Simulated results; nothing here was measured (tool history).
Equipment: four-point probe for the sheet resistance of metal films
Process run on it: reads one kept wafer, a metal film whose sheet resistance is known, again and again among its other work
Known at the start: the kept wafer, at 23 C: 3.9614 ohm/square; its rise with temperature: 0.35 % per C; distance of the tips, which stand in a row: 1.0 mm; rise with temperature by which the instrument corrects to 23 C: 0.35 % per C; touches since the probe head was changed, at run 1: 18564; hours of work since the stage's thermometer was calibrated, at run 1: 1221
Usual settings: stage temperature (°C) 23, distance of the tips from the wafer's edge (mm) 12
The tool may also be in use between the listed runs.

run     day  stage temperature (°C)  distance of the tips from the wafer's edge (mm)  touches since the probe head was changed  hours of work since the stage's thermometer was calibrated  sheet resistance as the instrument gives it (ohm/square)
  1   0.000                      23                                               12                                     18564                                                        1221                                                  3.984121
  2   1.562                      28                                               12                                     19155                                                        1241                                                  3.986210
  3   2.496                      23                                               25                                     19508                                                        1254                                                  3.973709
  4   3.242                      23                                               10                                     19789                                                        1264                                                  3.990194
  5   4.742                      23                                               10                                     20357                                                        1284                                                  3.991096
  6   5.717                      23                                               10                                     20726                                                        1297                                                  3.989002
  7   6.817                      23                                               10                                     21141                                                        1312                                                  3.989418
  8   8.458                      23                                               46                                     21763                                                        1334                                                  3.967492
  9   9.983                      23                                               46                                     22339                                                        1354                                                  3.968067
 10  11.529                      23                                               12                                     22924                                                        1375                                                  3.980914
 11  12.425                      23                                               12                                     23262                                                        1387                                                  3.981883
 12  13.504                      23                                               12                                     23670                                                        1402                                                  3.981188
 13  14.942                      23                                               16                                     24214                                                        1421                                                  3.974723
 14  15.675                      23                                               16                                     24490                                                        1431                                                  3.974387
     15.838  -- stage's thermometer calibrated
 15  16.983                      23                                               16                                     24978                                                          15                                                  3.974334
 16  17.871                      23                                               16                                     25314                                                          27                                                  3.974881
 17  19.079                      23                                               16                                     25771                                                          43                                                  3.974421
 18  20.204                      23                                               16                                     26197                                                          59                                                  3.973434
     20.592  -- stage's thermometer calibrated, once more
 19  21.333                      27                                               10                                     26615                                                          10                                                  3.980315
 20  23.008                      27                                               10                                     27249                                                          32                                                  3.979173
 21  24.038                      22                                               51                                     27637                                                          46                                                  3.959233
 22  25.021                      26                                                8                                     28010                                                          59                                                  3.990368
 23  25.838                      32                                                3                                     28318                                                          70                                                  4.179960
 24  27.271                      18                                               18                                     28860                                                          90                                                  3.963656
 25  28.008                      23                                               65                                     29139                                                          99                                                  3.957616
 26  28.696                      19                                               21                                     29399                                                         109                                                  3.959908
 27  29.554                      25                                                3                                     29724                                                         120                                                  4.177399
 28  30.917                      25                                                3                                     30238                                                         138                                                  4.177598
 29  32.329                      31                                               39                                     30773                                                         157                                                  3.955838
 30  33.408                      31                                               15                                     31181                                                         172                                                  3.964325
 31  34.221                      21                                               39                                     31489                                                         183                                                  3.957203
 32  35.754                      28                                                9                                     32068                                                         203                                                  3.980546
 33  37.129                      28                                                9                                     32588                                                         222                                                  3.979096
 34  38.238                      28                                               12                                     33008                                                         237                                                  3.969674
 35  39.588                      21                                               23                                     33518                                                         255                                                  3.956562

Predict each of these 3 candidate next runs independently; none follows another, all start after run 35:
  A  41.179                      28                                               14                                     34119                                                         276                                                         ?
  B  41.179                      23                                               15                                     34119                                                         276                                                         ?
  C  41.179                      21                                               16                                     34119                                                         276                                                         ?

run  sheet resistance as the instrument gives it (ohm/square)
  A                                                  3.963019
  B                                                  3.963802
  C                                                  3.962525
With no hidden state in the tool, these same runs would have given:
run  sheet resistance as the instrument gives it (ohm/square)
  A                                                  3.971689
  B                                                  3.972462
  C                                                  3.971176
